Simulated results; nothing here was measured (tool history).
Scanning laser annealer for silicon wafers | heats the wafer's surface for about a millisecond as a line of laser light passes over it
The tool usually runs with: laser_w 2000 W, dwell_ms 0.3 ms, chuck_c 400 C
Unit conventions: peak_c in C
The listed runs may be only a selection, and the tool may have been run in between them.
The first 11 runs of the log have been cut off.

{"hour": 266.1, "done": "laser's power meter calibrated"}
{"run": 12, "hour": 285.8, "laser_w": 2000, "dwell_ms": 0.3, "chuck_c": 393, "peak_c": 1181}
{"run": 13, "hour": 305.3, "laser_w": 2000, "dwell_ms": 0.3, "chuck_c": 400, "peak_c": 1188}
{"run": 14, "hour": 330.2, "laser_w": 2000, "dwell_ms": 0.3, "chuck_c": 400, "peak_c": 1185}
{"hour": 360.5, "done": "laser's power meter calibrated, once more"}
{"run": 15, "hour": 360.5, "laser_w": 2000, "dwell_ms": 0.3, "chuck_c": 400, "peak_c": 1195}
{"run": 16, "hour": 380.6, "laser_w": 2000, "dwell_ms": 0.3, "chuck_c": 400, "peak_c": 1192}
{"run": 17, "hour": 417.6, "laser_w": 1709, "dwell_ms": 0.3, "chuck_c": 400, "peak_c": 1062}
{"run": 18, "hour": 437.7, "laser_w": 1709, "dwell_ms": 0.3, "chuck_c": 400, "peak_c": 1063}
{"run": 19, "hour": 475.9, "laser_w": 1709, "dwell_ms": 0.3, "chuck_c": 400, "peak_c": 1061}
{"run": 20, "hour": 510.3, "laser_w": 1709, "dwell_ms": 0.3, "chuck_c": 400, "peak_c": 1062}
{"run": 21, "hour": 540.1, "laser_w": 2145, "dwell_ms": 0.3, "chuck_c": 400, "peak_c": 1248}
{"run": 22, "hour": 564.4, "laser_w": 2145, "dwell_ms": 0.3, "chuck_c": 400, "peak_c": 1247}
{"run": 23, "hour": 597.9, "laser_w": 2145, "dwell_ms": 0.3, "chuck_c": 400, "peak_c": 1247}
{"run": 24, "hour": 631.8, "laser_w": 2145, "dwell_ms": 0.3, "chuck_c": 400, "peak_c": 1245}
{"run": 25, "hour": 668.4, "laser_w": 2000, "dwell_ms": 0.221, "chuck_c": 427, "peak_c": 1115}
{"run": 26, "hour": 696.6, "laser_w": 1704, "dwell_ms": 0.308, "chuck_c": 372, "peak_c": 1033}
{"run": 27, "hour": 719.2, "laser_w": 1856, "dwell_ms": 0.288, "chuck_c": 370, "peak_c": 1079}
{"run": 28, "hour": 750.3, "laser_w": 1716, "dwell_ms": 0.251, "chuck_c": 415, "peak_c": 1029}
{"run": 29, "hour": 789.4, "laser_w": 2012, "dwell_ms": 0.269, "chuck_c": 405, "peak_c": 1154}
{"hour": 794.9, "done": "window over the wafer cleaned"}
{"run": 30, "hour": 812.6, "laser_w": 1737, "dwell_ms": 0.219, "chuck_c": 405, "peak_c": 1003}
{"run": 31, "hour": 844.3, "laser_w": 1737, "dwell_ms": 0.239, "chuck_c": 405, "peak_c": 1024}
{"run": 32, "hour": 874.2, "laser_w": 2000, "dwell_ms": 0.222, "chuck_c": 378, "peak_c": 1083}
{"run": 33, "hour": 907.0, "laser_w": 2173, "dwell_ms": 0.233, "chuck_c": 407, "peak_c": 1192}
{"run": 34, "hour": 937.6, "laser_w": 1788, "dwell_ms": 0.332, "chuck_c": 400, "peak_c": 1138}
{"run": 35, "hour": 956.8, "laser_w": 1864, "dwell_ms": 0.276, "chuck_c": 400, "peak_c": 1111}

3 ways to go on from here, each from the tool as it stands after run 35. What would each give?
{"run": "A", "hour": 980.2, "laser_w": 1958, "dwell_ms": 0.276, "chuck_c": 400, "peak_c": "?"}
{"run": "B", "hour": 980.2, "laser_w": 1956, "dwell_ms": 0.276, "chuck_c": 400, "peak_c": "?"}
{"run": "C", "hour": 980.2, "laser_w": 2000, "dwell_ms": 0.294, "chuck_c": 436, "peak_c": "?"}

run=A peak_c=1151
run=B peak_c=1150
run=C peak_c=1224
Stripped of hidden state, with their random variation kept, the same runs would have yielded:
run=A peak_c=1169
run=B peak_c=1168
run=C peak_c=1243
